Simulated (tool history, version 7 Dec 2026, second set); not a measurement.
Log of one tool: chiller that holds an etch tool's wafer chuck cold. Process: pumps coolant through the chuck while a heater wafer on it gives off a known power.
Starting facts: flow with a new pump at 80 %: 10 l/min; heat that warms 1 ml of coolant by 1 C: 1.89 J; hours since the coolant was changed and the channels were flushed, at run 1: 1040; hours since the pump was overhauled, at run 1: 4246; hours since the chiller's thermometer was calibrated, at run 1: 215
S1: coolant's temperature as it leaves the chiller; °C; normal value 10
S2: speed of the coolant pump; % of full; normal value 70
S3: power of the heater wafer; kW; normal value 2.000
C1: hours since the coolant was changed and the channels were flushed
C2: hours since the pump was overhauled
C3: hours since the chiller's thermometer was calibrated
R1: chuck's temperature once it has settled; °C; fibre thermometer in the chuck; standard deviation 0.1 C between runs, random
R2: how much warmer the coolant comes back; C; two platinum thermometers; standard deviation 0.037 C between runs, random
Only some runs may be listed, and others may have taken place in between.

{"run": 1, "hour": 0.0, "S1": 10, "S2": 70, "S3": 2.0, "C1": 1040, "C2": 4246, "C3": 215, "R1": 33.1, "R2": 7.32}
{"run": 2, "hour": 118.8, "S1": 10, "S2": 70, "S3": 2.0, "C1": 1159, "C2": 4365, "C3": 334, "R1": 33.3, "R2": 7.27}
{"run": 3, "hour": 271.3, "S1": 10, "S2": 70, "S3": 2.0, "C1": 1311, "C2": 4518, "C3": 486, "R1": 33.2, "R2": 7.25}
{"run": 4, "hour": 389.0, "S1": 10, "S2": 70, "S3": 2.0, "C1": 1429, "C2": 4635, "C3": 604, "R1": 33.2, "R2": 7.25}
{"run": 5, "hour": 511.1, "S1": 10, "S2": 70, "S3": 2.0, "C1": 1551, "C2": 4758, "C3": 726, "R1": 33.2, "R2": 7.22}
{"run": 6, "hour": 588.5, "S1": 10, "S2": 70, "S3": 2.0, "C1": 1628, "C2": 4835, "C3": 804, "R1": 33.0, "R2": 7.24}
{"run": 7, "hour": 688.0, "S1": 10, "S2": 70, "S3": 2.0, "C1": 1728, "C2": 4934, "C3": 903, "R1": 33.1, "R2": 7.2}
{"run": 8, "hour": 839.3, "S1": 10, "S2": 70, "S3": 2.0, "C1": 1879, "C2": 5086, "C3": 1054, "R1": 33.2, "R2": 7.27}
{"run": 9, "hour": 997.8, "S1": 6, "S2": 70, "S3": 2.0, "C1": 2038, "C2": 5244, "C3": 1213, "R1": 29.3, "R2": 7.19}
{"run": 10, "hour": 1069.0, "S1": 10, "S2": 70, "S3": 2.0, "C1": 2109, "C2": 5315, "C3": 1284, "R1": 33.2, "R2": 7.27}
{"run": 11, "hour": 1185.3, "S1": 10, "S2": 70, "S3": 2.0, "C1": 2225, "C2": 5432, "C3": 1400, "R1": 33.2, "R2": 7.16}
{"run": 12, "hour": 1278.4, "S1": 13, "S2": 70, "S3": 2.0, "C1": 2318, "C2": 5525, "C3": 1493, "R1": 36.2, "R2": 7.28}
{"run": 13, "hour": 1362.2, "S1": 13, "S2": 70, "S3": 2.0, "C1": 2402, "C2": 5609, "C3": 1577, "R1": 36.2, "R2": 7.21}
{"run": 14, "hour": 1461.9, "S1": 10, "S2": 66, "S3": 2.0, "C1": 2502, "C2": 5708, "C3": 1677, "R1": 34.4, "R2": 7.62}
{"run": 15, "hour": 1574.5, "S1": 10, "S2": 70, "S3": 2.0, "C1": 2614, "C2": 5821, "C3": 1790, "R1": 33.4, "R2": 7.19}
{"run": 16, "hour": 1691.1, "S1": 10, "S2": 70, "S3": 2.0, "C1": 2731, "C2": 5938, "C3": 1906, "R1": 33.3, "R2": 7.25}
{"run": 17, "hour": 1846.3, "S1": 10, "S2": 70, "S3": 2.0, "C1": 2886, "C2": 6093, "C3": 2061, "R1": 33.2, "R2": 7.24}
{"run": 18, "hour": 1974.3, "S1": 11, "S2": 79, "S3": 2.99, "C1": 3014, "C2": 6221, "C3": 2189, "R1": 42.7, "R2": 9.64}
{"run": 19, "hour": 2062.9, "S1": 11, "S2": 99, "S3": 2.99, "C1": 3103, "C2": 6309, "C3": 2278, "R1": 37.7, "R2": 7.69}
{"run": 20, "hour": 2154.8, "S1": 13, "S2": 70, "S3": 1.217, "C1": 3195, "C2": 6401, "C3": 2370, "R1": 26.9, "R2": 4.36}
{"run": 21, "hour": 2290.1, "S1": 13, "S2": 70, "S3": 1.217, "C1": 3330, "C2": 6537, "C3": 2505, "R1": 27.0, "R2": 4.4}
{"run": 22, "hour": 2422.4, "S1": 2, "S2": 70, "S3": 1.19, "C1": 3462, "C2": 6669, "C3": 2637, "R1": 15.7, "R2": 4.25}
{"hour": 2546.7, "done": "coolant pump overhauled"}
{"run": 23, "hour": 2548.7, "S1": 2, "S2": 70, "S3": 1.19, "C1": 3583, "C2": 2, "C3": 2759, "R1": 15.8, "R2": 4.26}
{"run": 24, "hour": 2631.0, "S1": 2, "S2": 70, "S3": 1.19, "C1": 3666, "C2": 84, "C3": 2841, "R1": 15.9, "R2": 4.33}
{"run": 25, "hour": 2789.4, "S1": 2, "S2": 69, "S3": 1.19, "C1": 3824, "C2": 243, "C3": 2999, "R1": 16.0, "R2": 4.35}
{"run": 26, "hour": 2881.9, "S1": 2, "S2": 69, "S3": 1.19, "C1": 3917, "C2": 335, "C3": 3092, "R1": 15.9, "R2": 4.36}
{"run": 27, "hour": 2994.9, "S1": 10, "S2": 67, "S3": 2.905, "C1": 4030, "C2": 448, "C3": 3205, "R1": 44.8, "R2": 10.87}
{"run": 28, "hour": 3127.5, "S1": 2, "S2": 67, "S3": 1.135, "C1": 4162, "C2": 581, "C3": 3338, "R1": 15.7, "R2": 4.31}
{"run": 29, "hour": 3254.0, "S1": 2, "S2": 67, "S3": 1.135, "C1": 4289, "C2": 707, "C3": 3464, "R1": 15.6, "R2": 4.26}
{"run": 30, "hour": 3393.9, "S1": 10, "S2": 78, "S3": 1.294, "C1": 4429, "C2": 847, "C3": 3604, "R1": 23.9, "R2": 4.19}
{"run": 31, "hour": 3555.2, "S1": 10, "S2": 78, "S3": 1.294, "C1": 4590, "C2": 1009, "C3": 3765, "R1": 23.8, "R2": 4.25}
{"run": 32, "hour": 3653.4, "S1": 4, "S2": 62, "S3": 1.259, "C1": 4688, "C2": 1107, "C3": 3863, "R1": 20.0, "R2": 5.09}

Branching from run 32: 4 alternative next runs. What would each branch give?
{"run": "A", "hour": 3785.6, "S1": 7, "S2": 60, "S3": 2.41, "C1": 4820, "C2": 1239, "C3": 3996, "R1": "?", "R2": "?"}
{"run": "B", "hour": 3785.6, "S1": 10, "S2": 98, "S3": 2.0, "C1": 4820, "C2": 1239, "C3": 3996, "R1": "?", "R2": "?"}
{"run": "C", "hour": 3785.6, "S1": 4, "S2": 63, "S3": 1.259, "C1": 4820, "C2": 1239, "C3": 3996, "R1": "?", "R2": "?"}
{"run": "D", "hour": 3785.6, "S1": 0, "S2": 70, "S3": 1.257, "C1": 4820, "C2": 1239, "C3": 3996, "R1": "?", "R2": "?"}

run=A R1=38.4 R2=10.19
run=B R1=28.2 R2=5.25
run=C R1=19.6 R2=5.00
run=D R1=14.7 R2=4.53
Stripped of hidden state, with their random variation kept, the same runs would have yielded:
run=A R1=38.3 R2=10.19
run=B R1=28.2 R2=5.24
run=C R1=19.6 R2=5.00
run=D R1=14.6 R2=4.53
